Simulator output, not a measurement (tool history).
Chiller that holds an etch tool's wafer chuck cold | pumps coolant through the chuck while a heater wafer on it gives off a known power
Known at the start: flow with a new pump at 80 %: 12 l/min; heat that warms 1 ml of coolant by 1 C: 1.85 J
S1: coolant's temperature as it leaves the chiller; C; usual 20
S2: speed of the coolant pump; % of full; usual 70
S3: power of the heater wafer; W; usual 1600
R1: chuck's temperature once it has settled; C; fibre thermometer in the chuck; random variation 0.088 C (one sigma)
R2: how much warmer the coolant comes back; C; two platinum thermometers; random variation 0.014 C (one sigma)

run,hour,S1,S2,S3,R1,R2
1,0.0,20,70,1600,31.60,4.99
2,40.7,20,70,1600,31.50,4.98
3,78.4,20,70,1600,31.50,5.00
4,138.8,28,70,1600,39.54,4.97
5,184.6,21,70,1600,32.56,4.97
6,234.7,20,70,1600,31.56,4.97
7,288.1,20,70,1600,31.44,4.96
8,322.7,20,70,1600,31.54,4.96
9,376.4,20,70,1600,31.51,4.98
# hour 400.9: chiller's thermometer calibrated
10,427.7,20,70,1452,30.29,4.50
11,470.0,20,70,1452,30.44,4.53
12,529.1,20,70,1600,31.44,4.95
13,569.8,20,70,1270,29.24,3.97
14,606.9,20,70,1270,29.26,3.94
15,642.4,13,89,1954,24.86,4.74
16,698.6,13,89,1954,24.90,4.73
17,731.2,12,70,1600,23.44,4.99
18,762.3,12,70,1600,23.55,4.95
19,803.3,12,70,1600,23.54,4.96
20,853.6,24,70,1173,32.53,3.64
21,901.5,20,97,1600,28.93,3.55
22,933.7,13,74,1709,24.77,5.01
23,983.5,25,74,1785,37.42,5.26
24,1019.6,25,74,1785,37.37,5.24
25,1079.7,24,91,1780,34.62,4.23
26,1121.6,24,91,1780,34.63,4.24
27,1178.9,12,72,937,18.63,2.83
28,1213.3,20,94,2368,33.78,5.45

Forecast each of these 4 alternatives for the next run:
A,1252.5,20,82,1118,?,?
B,1252.5,12,67,1095,?,?
C,1252.5,11,70,2065,?,?
D,1252.5,20,94,868,?,?

run,R1,R2
A,27.17,2.95
B,20.10,3.55
C,25.74,6.40
D,25.06,1.99
Without the tool's hidden state the same runs would have given:
run,R1,R2
A,27.16,2.95
B,20.10,3.55
C,25.73,6.40
D,25.06,1.99

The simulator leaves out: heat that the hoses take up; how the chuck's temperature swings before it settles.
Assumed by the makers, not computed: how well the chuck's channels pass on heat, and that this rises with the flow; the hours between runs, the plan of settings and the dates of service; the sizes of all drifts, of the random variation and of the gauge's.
